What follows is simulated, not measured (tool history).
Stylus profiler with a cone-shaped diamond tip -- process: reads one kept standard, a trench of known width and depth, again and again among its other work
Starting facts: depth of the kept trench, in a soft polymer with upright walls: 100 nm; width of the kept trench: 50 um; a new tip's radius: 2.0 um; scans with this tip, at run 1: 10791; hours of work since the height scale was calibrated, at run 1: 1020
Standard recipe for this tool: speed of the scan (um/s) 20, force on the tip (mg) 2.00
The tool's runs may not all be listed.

| run | hour | speed of the scan (um/s) | force on the tip (mg) | scans with this tip | hours of work since the height scale was calibrated | depth of the trench (angstrom) | width of the trench's floor (nm) |
|---|---|---|---|---|---|---|---|
| 1 | 0.0 | 20 | 2.00 | 10791 | 1020 | 1002.7 | 48290 |
| 2 | 70.3 | 20 | 2.00 | 11352 | 1073 | 1002.8 | 48300 |
| 3 | 140.2 | 20 | 4.55 | 11911 | 1126 | 1007.7 | 48270 |
| 4 | 222.1 | 20 | 2.64 | 12565 | 1188 | 1002.8 | 48180 |
| 5 | 282.8 | 20 | 2.64 | 13050 | 1234 | 1003.0 | 48240 |
| 6 | 366.3 | 20 | 2.00 | 13718 | 1297 | 1001.2 | 48240 |
| 7 | 421.0 | 20 | 2.00 | 14155 | 1338 | 1001.8 | 48250 |
| 8 | 462.7 | 20 | 2.00 | 14489 | 1370 | 1001.0 | 48170 |
| 9 | 545.7 | 20 | 2.00 | 15151 | 1433 | 1001.5 | 48160 |
| 10 | 594.3 | 20 | 2.00 | 15540 | 1469 | 1001.5 | 48160 |
| 11 | 648.8 | 20 | 3.14 | 15976 | 1510 | 1002.8 | 48190 |
| 12 | 703.6 | 20 | 3.14 | 16413 | 1552 | 1003.2 | 48150 |
|  | 727.2 | height scale calibrated on a step standard |
| 13 | 746.8 | 20 | 3.14 | 16755 | 15 | 1009.3 | 48150 |
| 14 | 785.7 | 20 | 3.14 | 17065 | 44 | 1009.0 | 48180 |
| 15 | 842.8 | 13 | 3.14 | 17522 | 87 | 1009.4 | 48160 |
| 16 | 889.8 | 13 | 3.14 | 17897 | 123 | 1008.6 | 48170 |
| 17 | 968.2 | 13 | 3.14 | 18523 | 182 | 1008.1 | 48170 |
| 18 | 1021.7 | 13 | 3.14 | 18951 | 223 | 1008.7 | 48040 |
| 19 | 1092.0 | 20 | 2.00 | 19513 | 276 | 1006.4 | 48100 |
| 20 | 1138.1 | 20 | 2.00 | 19881 | 310 | 1005.4 | 48040 |
| 21 | 1194.6 | 5 | 3.13 | 20332 | 353 | 1007.7 | 48100 |
| 22 | 1280.3 | 5 | 3.13 | 21017 | 418 | 1007.6 | 48130 |
| 23 | 1348.2 | 5 | 3.13 | 21560 | 469 | 1007.7 | 48120 |
| 24 | 1393.6 | 5 | 3.13 | 21923 | 504 | 1007.6 | 48080 |
| 25 | 1480.4 | 13 | 4.47 | 22617 | 569 | 1008.5 | 48060 |
| 26 | 1532.9 | 8 | 1.38 | 23036 | 609 | 1003.0 | 48060 |
| 27 | 1572.4 | 20 | 0.77 | 23352 | 639 | 1001.4 | 47880 |
| 28 | 1645.2 | 6 | 2.33 | 23933 | 694 | 1004.8 | 48040 |
| 29 | 1732.0 | 27 | 5.32 | 24627 | 759 | 1010.4 | 47960 |
| 30 | 1807.0 | 15 | 2.74 | 25227 | 816 | 1005.2 | 47900 |
| 31 | 1853.3 | 75 | 0.75 | 25596 | 851 | 1000.4 | 47300 |
| 32 | 1926.3 | 34 | 2.76 | 26180 | 906 | 1004.5 | 47830 |
| 33 | 1972.4 | 79 | 2.48 | 26548 | 941 | 1005.1 | 47580 |
| 34 | 2010.3 | 20 | 0.91 | 26851 | 969 | 1000.5 | 47770 |
| 35 | 2056.4 | 20 | 0.91 | 27219 | 1004 | 1000.2 | 47820 |
| 36 | 2106.9 | 53 | 1.01 | 27623 | 1042 | 1000.7 | 47540 |
| 37 | 2195.2 | 19 | 2.37 | 28328 | 1109 | 1003.6 | 47850 |
| 38 | 2233.2 | 14 | 2.41 | 28632 | 1138 | 1003.1 | 47910 |
| 39 | 2269.3 | 14 | 2.41 | 28921 | 1165 | 1002.6 | 47870 |
| 40 | 2352.9 | 14 | 2.41 | 29588 | 1228 | 1002.6 | 47850 |

Forecast each of these 5 alternatives for the next run:
| A | 2431.9 | 28 | 3.79 | 30220 | 1288 | ? | ? |
| B | 2431.9 | 21 | 2.83 | 30220 | 1288 | ? | ? |
| C | 2431.9 | 20 | 1.44 | 30220 | 1288 | ? | ? |
| D | 2431.9 | 18 | 2.12 | 30220 | 1288 | ? | ? |
| E | 2431.9 | 30 | 1.42 | 30220 | 1288 | ? | ? |

| run | depth of the trench (angstrom) | width of the trench's floor (nm) |
|---|---|---|
| A | 1004.5 | 47800 |
| B | 1002.6 | 47840 |
| C | 1000.7 | 47800 |
| D | 1001.3 | 47860 |
| E | 1000.1 | 47760 |
Had the tool no hidden state, the same runs would have come out as:
| run | depth of the trench (angstrom) | width of the trench's floor (nm) |
|---|---|---|
| A | 1009.4 | 48610 |
| B | 1007.5 | 48650 |
| C | 1005.6 | 48620 |
| D | 1006.1 | 48670 |
| E | 1004.9 | 48570 |
